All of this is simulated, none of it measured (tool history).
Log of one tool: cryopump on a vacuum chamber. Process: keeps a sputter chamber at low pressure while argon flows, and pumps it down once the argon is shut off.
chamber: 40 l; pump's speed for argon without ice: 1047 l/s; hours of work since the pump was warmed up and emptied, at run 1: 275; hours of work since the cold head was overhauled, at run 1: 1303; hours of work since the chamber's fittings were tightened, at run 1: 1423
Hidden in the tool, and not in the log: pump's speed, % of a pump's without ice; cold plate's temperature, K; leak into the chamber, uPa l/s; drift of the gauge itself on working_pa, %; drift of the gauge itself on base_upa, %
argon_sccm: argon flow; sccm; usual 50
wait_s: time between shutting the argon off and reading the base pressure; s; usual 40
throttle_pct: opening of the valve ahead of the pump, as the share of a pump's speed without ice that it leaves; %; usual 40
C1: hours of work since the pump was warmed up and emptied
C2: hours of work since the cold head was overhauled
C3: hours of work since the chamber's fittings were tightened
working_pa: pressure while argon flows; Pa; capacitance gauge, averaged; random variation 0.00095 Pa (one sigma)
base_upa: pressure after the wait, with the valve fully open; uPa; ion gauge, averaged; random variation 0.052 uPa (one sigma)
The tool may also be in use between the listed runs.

Run 1, hour 0.0: usual settings; C1 275; C2 1303; C3 1423. Result: working_pa 0.2132 Pa, base_upa 4.68 uPa.
Run 2, hour 73.2: usual settings; C1 337; C2 1365; C3 1485. Result: working_pa 0.2141 Pa, base_upa 4.72 uPa.
Run 3, hour 132.0: usual settings; C1 387; C2 1415; C3 1535. Result: working_pa 0.2129 Pa, base_upa 4.93 uPa.
Run 4, hour 188.0: usual settings; C1 434; C2 1463; C3 1582. Result: working_pa 0.2176 Pa, base_upa 5.15 uPa.
Run 5, hour 247.9: usual settings; C1 485; C2 1513; C3 1633. Result: working_pa 0.2173 Pa, base_upa 5.03 uPa.
Run 6, hour 301.0: usual settings but wait_s 220 s; C1 530; C2 1558; C3 1678. Result: working_pa 0.2207 Pa, base_upa 2.84 uPa.
Run 7, hour 340.9: usual settings but wait_s 220 s; C1 564; C2 1592; C3 1712. Result: working_pa 0.2205 Pa, base_upa 2.85 uPa.
Run 8, hour 414.4: usual settings; C1 626; C2 1655; C3 1774. Result: working_pa 0.2248 Pa, base_upa 5.39 uPa.
Run 9, hour 457.4: usual settings; C1 663; C2 1691; C3 1811. Result: working_pa 0.2264 Pa, base_upa 5.45 uPa.
Run 10, hour 548.1: usual settings but argon_sccm 87 sccm; C1 739; C2 1768; C3 1887. Result: working_pa 0.3986 Pa, base_upa 5.64 uPa.
Run 11, hour 632.9: usual settings but argon_sccm 87 sccm; C1 811; C2 1840; C3 1959. Result: working_pa 0.4052 Pa, base_upa 5.97 uPa.
Run 12, hour 688.4: usual settings; C1 858; C2 1887; C3 2006. Result: working_pa 0.2386 Pa, base_upa 6.04 uPa.
Run 13, hour 768.4: usual settings but throttle_pct 41 %; C1 926; C2 1954; C3 2074. Result: working_pa 0.2339 Pa, base_upa 6.05 uPa.
Run 14, hour 842.1: usual settings but throttle_pct 41 %; C1 988; C2 2017; C3 2136. Result: working_pa 0.2378 Pa, base_upa 6.34 uPa.
At hour 880.4: pump warmed up, emptied and cooled again.
Run 15, hour 919.9: usual settings; C1 34; C2 2078; C3 2198. Result: working_pa 0.2065 Pa, base_upa 5.26 uPa.
Run 16, hour 1010.1: usual settings; C1 110; C2 2155; C3 2275. Result: working_pa 0.2073 Pa, base_upa 5.51 uPa.
Run 17, hour 1088.8: usual settings; C1 177; C2 2222; C3 2341. Result: working_pa 0.2103 Pa, base_upa 5.48 uPa.
Run 18, hour 1129.8: usual settings; C1 211; C2 2256; C3 2376. Result: working_pa 0.2101 Pa, base_upa 5.53 uPa.
Run 19, hour 1210.3: usual settings; C1 279; C2 2324; C3 2444. Result: working_pa 0.2139 Pa, base_upa 5.94 uPa.
Run 20, hour 1261.5: usual settings but wait_s 116 s, throttle_pct 41 %; C1 323; C2 2368; C3 2487. Result: working_pa 0.2093 Pa, base_upa 4.03 uPa.
Run 21, hour 1348.5: usual settings but wait_s 218 s, throttle_pct 46 %; C1 397; C2 2442; C3 2561. Result: working_pa 0.1922 Pa, base_upa 3.79 uPa.
Run 22, hour 1400.0: usual settings but argon_sccm 24 sccm, wait_s 56 s, throttle_pct 15 %; C1 440; C2 2485; C3 2605. Result: working_pa 0.2641 Pa, base_upa 5.35 uPa.
Run 23, hour 1474.9: usual settings but argon_sccm 29 sccm, wait_s 174 s, throttle_pct 31 %; C1 504; C2 2549; C3 2668. Result: working_pa 0.1625 Pa, base_upa 4.23 uPa.

The next listed run, before its measurement:
Run 24, hour 1529.6: usual settings but argon_sccm 84 sccm, wait_s 25 s, throttle_pct 29 %; C1 550; C2 2595; C3 2715. Result: working_pa ?, base_upa ?.

working_pa: 0.5036 Pa
base_upa: 8.13 uPa
Without the tool's hidden state the same run would have given working_pa 0.4677 Pa, base_upa 4.85 uPa.
